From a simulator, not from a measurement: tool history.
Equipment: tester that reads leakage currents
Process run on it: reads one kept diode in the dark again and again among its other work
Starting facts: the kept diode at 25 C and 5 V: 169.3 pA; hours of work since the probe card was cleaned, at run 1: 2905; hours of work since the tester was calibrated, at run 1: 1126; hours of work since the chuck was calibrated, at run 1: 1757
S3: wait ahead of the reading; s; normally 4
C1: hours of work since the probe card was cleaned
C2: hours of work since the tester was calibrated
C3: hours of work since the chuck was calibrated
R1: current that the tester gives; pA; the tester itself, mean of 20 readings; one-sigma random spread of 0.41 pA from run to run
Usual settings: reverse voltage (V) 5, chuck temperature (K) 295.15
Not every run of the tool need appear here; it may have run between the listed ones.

{"run": 1, "hour": 0.0, "reverse voltage (V)": 5, "chuck temperature (K)": 295.15, "S3": 4, "C1": 2905, "C2": 1126, "C3": 1757, "R1": 133.49}
{"run": 2, "hour": 59.0, "reverse voltage (V)": 5, "chuck temperature (K)": 295.15, "S3": 4, "C1": 2947, "C2": 1168, "C3": 1799, "R1": 133.95}
{"run": 3, "hour": 90.7, "reverse voltage (V)": 5, "chuck temperature (K)": 295.15, "S3": 3.89, "C1": 2970, "C2": 1191, "C3": 1822, "R1": 133.52}
{"run": 4, "hour": 142.1, "reverse voltage (V)": 5, "chuck temperature (K)": 295.15, "S3": 3.89, "C1": 3006, "C2": 1227, "C3": 1859, "R1": 133.08}
{"run": 5, "hour": 177.2, "reverse voltage (V)": 6.01, "chuck temperature (K)": 295.15, "S3": 3.89, "C1": 3032, "C2": 1253, "C3": 1884, "R1": 149.23}
{"run": 6, "hour": 221.8, "reverse voltage (V)": 5, "chuck temperature (K)": 295.15, "S3": 4, "C1": 3063, "C2": 1284, "C3": 1916, "R1": 132.72}
{"run": 7, "hour": 266.4, "reverse voltage (V)": 5, "chuck temperature (K)": 295.15, "S3": 4, "C1": 3095, "C2": 1316, "C3": 1948, "R1": 133.15}
{"run": 8, "hour": 297.0, "reverse voltage (V)": 5, "chuck temperature (K)": 321.15, "S3": 4, "C1": 3117, "C2": 1338, "C3": 1970, "R1": 785.57}
{"run": 9, "hour": 337.2, "reverse voltage (V)": 5, "chuck temperature (K)": 321.15, "S3": 4, "C1": 3146, "C2": 1367, "C3": 1998, "R1": 784.07}
{"run": 10, "hour": 388.0, "reverse voltage (V)": 5, "chuck temperature (K)": 321.15, "S3": 4, "C1": 3182, "C2": 1403, "C3": 2035, "R1": 786.06}
{"run": 11, "hour": 442.8, "reverse voltage (V)": 5, "chuck temperature (K)": 295.15, "S3": 4, "C1": 3222, "C2": 1443, "C3": 2074, "R1": 132.97}
{"run": 12, "hour": 497.3, "reverse voltage (V)": 5, "chuck temperature (K)": 295.15, "S3": 4, "C1": 3261, "C2": 1482, "C3": 2113, "R1": 133.08}
{"run": 13, "hour": 554.6, "reverse voltage (V)": 5, "chuck temperature (K)": 326.15, "S3": 8.59, "C1": 3302, "C2": 1523, "C3": 2154, "R1": 1066}
{"run": 14, "hour": 614.5, "reverse voltage (V)": 3.71, "chuck temperature (K)": 326.15, "S3": 0.71, "C1": 3344, "C2": 1566, "C3": 2197, "R1": 903.04}
{"run": 15, "hour": 663.8, "reverse voltage (V)": 3.71, "chuck temperature (K)": 326.15, "S3": 0.71, "C1": 3380, "C2": 1601, "C3": 2232, "R1": 897}
{"hour": 671.2, "done": "chuck's temperature calibrated"}
{"run": 16, "hour": 720.5, "reverse voltage (V)": 3.26, "chuck temperature (K)": 330.15, "S3": 0.39, "C1": 3419, "C2": 1640, "C3": 35, "R1": 1044.48}
{"run": 17, "hour": 764.6, "reverse voltage (V)": 3.26, "chuck temperature (K)": 330.15, "S3": 0.39, "C1": 3450, "C2": 1672, "C3": 67, "R1": 1047.11}
{"hour": 783.4, "done": "chuck's temperature calibrated, once more"}
{"run": 18, "hour": 814.5, "reverse voltage (V)": 1.44, "chuck temperature (K)": 295.15, "S3": 0.3, "C1": 3485, "C2": 1706, "C3": 22, "R1": 68.91}
{"run": 19, "hour": 871.5, "reverse voltage (V)": 5, "chuck temperature (K)": 326.15, "S3": 4, "C1": 3526, "C2": 1747, "C3": 63, "R1": 1116.61}
{"run": 20, "hour": 902.7, "reverse voltage (V)": 2.18, "chuck temperature (K)": 310.15, "S3": 0.33, "C1": 3548, "C2": 1769, "C3": 85, "R1": 250.05}
{"run": 21, "hour": 934.8, "reverse voltage (V)": 2.18, "chuck temperature (K)": 310.15, "S3": 0.33, "C1": 3571, "C2": 1792, "C3": 108, "R1": 247.92}
{"run": 22, "hour": 974.8, "reverse voltage (V)": 2.46, "chuck temperature (K)": 302.15, "S3": 6.49, "C1": 3599, "C2": 1820, "C3": 137, "R1": 151.64}
{"run": 23, "hour": 1018.3, "reverse voltage (V)": 2.46, "chuck temperature (K)": 302.15, "S3": 6.49, "C1": 3631, "C2": 1852, "C3": 168, "R1": 151.73}
{"run": 24, "hour": 1066.8, "reverse voltage (V)": 2.46, "chuck temperature (K)": 302.15, "S3": 6.49, "C1": 3665, "C2": 1886, "C3": 203, "R1": 151.28}

Forecast each of these 5 alternatives for the next run:
{"run": "A", "hour": 1120.0, "reverse voltage (V)": 5, "chuck temperature (K)": 295.15, "S3": 2.27, "C1": 3703, "C2": 1924, "C3": 241, "R1": "?"}
{"run": "B", "hour": 1120.0, "reverse voltage (V)": 2.46, "chuck temperature (K)": 328.15, "S3": 6.49, "C1": 3703, "C2": 1924, "C3": 241, "R1": "?"}
{"run": "C", "hour": 1120.0, "reverse voltage (V)": 2.13, "chuck temperature (K)": 302.15, "S3": 0.51, "C1": 3703, "C2": 1924, "C3": 241, "R1": "?"}
{"run": "D", "hour": 1120.0, "reverse voltage (V)": 1.39, "chuck temperature (K)": 302.15, "S3": 0.48, "C1": 3703, "C2": 1924, "C3": 241, "R1": "?"}
{"run": "E", "hour": 1120.0, "reverse voltage (V)": 14.17, "chuck temperature (K)": 296.15, "S3": 2.46, "C1": 3703, "C2": 1924, "C3": 241, "R1": "?"}

run=A R1=139.18
run=B R1=832.15
run=C R1=141.27
run=D R1=109.03
run=E R1=280.49
Without the tool's hidden state the same runs would have given:
run=A R1=135.93
run=B R1=831.64
run=C R1=140.09
run=D R1=108.32
run=E R1=270.8
